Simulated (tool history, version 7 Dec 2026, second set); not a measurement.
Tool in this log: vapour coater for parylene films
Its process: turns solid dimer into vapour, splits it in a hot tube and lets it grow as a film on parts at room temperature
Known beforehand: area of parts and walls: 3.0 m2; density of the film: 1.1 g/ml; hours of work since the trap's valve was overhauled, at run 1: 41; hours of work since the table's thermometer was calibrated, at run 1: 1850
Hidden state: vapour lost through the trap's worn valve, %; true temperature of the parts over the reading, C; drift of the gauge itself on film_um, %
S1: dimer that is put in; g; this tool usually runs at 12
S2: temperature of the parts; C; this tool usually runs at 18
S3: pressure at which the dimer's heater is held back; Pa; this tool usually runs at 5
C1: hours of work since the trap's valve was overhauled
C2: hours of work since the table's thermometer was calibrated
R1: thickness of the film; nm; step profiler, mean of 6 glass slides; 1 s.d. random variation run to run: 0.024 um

run	hour	S1	S2	S3	C1	C2	R1
1	0	12	18	5	41	1850	1660
2	48.6	12	18	2.18	68	1878	1910
3	95.8	12	18	2.18	96	1905	1870
4	134.5	12	18	7.16	118	1927	1530
5	206.1	12	18	7.16	159	1968	1490
6	272.5	12	18	7.16	197	2006	1520
7	307.2	12	18	5	217	2026	1600
8	371.7	12	18	5	254	2063	1590
9	421	12	18	5	282	2091	1610
10	465.3	10	12	5	307	2117	1690
11	537	13	18	5	349	2158	1680
12	620	13	18	5	396	2206	1660
# hour 628.2: table's thermometer calibrated
13	672.3	13	18	5	426	25	1590
14	717.4	7	23	5	452	51	730
15	759	7	23	5	475	75	670

For run 16, what comes out?
16	806.6	12	25	3.06	503	102	?

{"run 16": {"R1": 1220}}
If the tool had no hidden condition, the same run with the same run-to-run variation would have returned R1 1390 nm.
